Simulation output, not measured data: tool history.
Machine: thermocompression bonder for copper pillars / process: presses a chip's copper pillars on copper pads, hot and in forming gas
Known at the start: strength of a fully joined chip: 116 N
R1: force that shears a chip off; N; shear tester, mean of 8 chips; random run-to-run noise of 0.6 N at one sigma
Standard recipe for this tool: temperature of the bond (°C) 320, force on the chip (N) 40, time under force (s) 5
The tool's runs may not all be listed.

Run 1, hour 0.0: usual settings. Result: R1 76.8 N.
Run 2, hour 9.6: usual settings but time under force (s) 3. Result: R1 65.8 N.
Run 3, hour 17.5: usual settings but time under force (s) 3. Result: R1 65.6 N.
Run 4, hour 29.7: usual settings but time under force (s) 3. Result: R1 65.0 N.
Run 5, hour 39.5: usual settings but time under force (s) 3. Result: R1 65.2 N.
Run 6, hour 48.3: usual settings but force on the chip (N) 52, time under force (s) 3. Result: R1 74.6 N.
Run 7, hour 58.9: usual settings but force on the chip (N) 26. Result: R1 61.0 N.
Run 8, hour 65.1: usual settings but force on the chip (N) 27. Result: R1 61.8 N.
Run 9, hour 75.3: usual settings but temperature of the bond (°C) 330, force on the chip (N) 31, time under force (s) 10. Result: R1 87.1 N.
Run 10, hour 81.6: usual settings but temperature of the bond (°C) 330, force on the chip (N) 31, time under force (s) 10. Result: R1 87.4 N.
Run 11, hour 89.0: usual settings but temperature of the bond (°C) 327, time under force (s) 3. Result: R1 67.9 N.
Run 12, hour 99.4: usual settings but temperature of the bond (°C) 291, force on the chip (N) 33, time under force (s) 11. Result: R1 67.5 N.
Run 13, hour 107.8: usual settings but temperature of the bond (°C) 345, force on the chip (N) 26, time under force (s) 11. Result: R1 90.3 N.
Run 14, hour 114.5: usual settings but temperature of the bond (°C) 345, force on the chip (N) 32, time under force (s) 7. Result: R1 87.9 N.
Run 15, hour 120.4: usual settings but temperature of the bond (°C) 336, force on the chip (N) 26. Result: R1 69.8 N.
Run 16, hour 132.6: usual settings but temperature of the bond (°C) 336, force on the chip (N) 36, time under force (s) 3. Result: R1 69.5 N.

Not shown here: 1 entry made in the log between runs. Locate each between two listed runs and compare the hidden state at the listed run before it with the hidden state at the listed run after it:
After run 11, before run 12: heater calibrated with a thermocouple chip (hour 91.6)
  true temperature of the bond over the reading, C: -0.8 -> -1.2; oxide that the forming gas leaves, % of the face: 2.36 -> 2.37
  measured value less the no-hidden-state value, R1: -2.1 -> -2.4 N

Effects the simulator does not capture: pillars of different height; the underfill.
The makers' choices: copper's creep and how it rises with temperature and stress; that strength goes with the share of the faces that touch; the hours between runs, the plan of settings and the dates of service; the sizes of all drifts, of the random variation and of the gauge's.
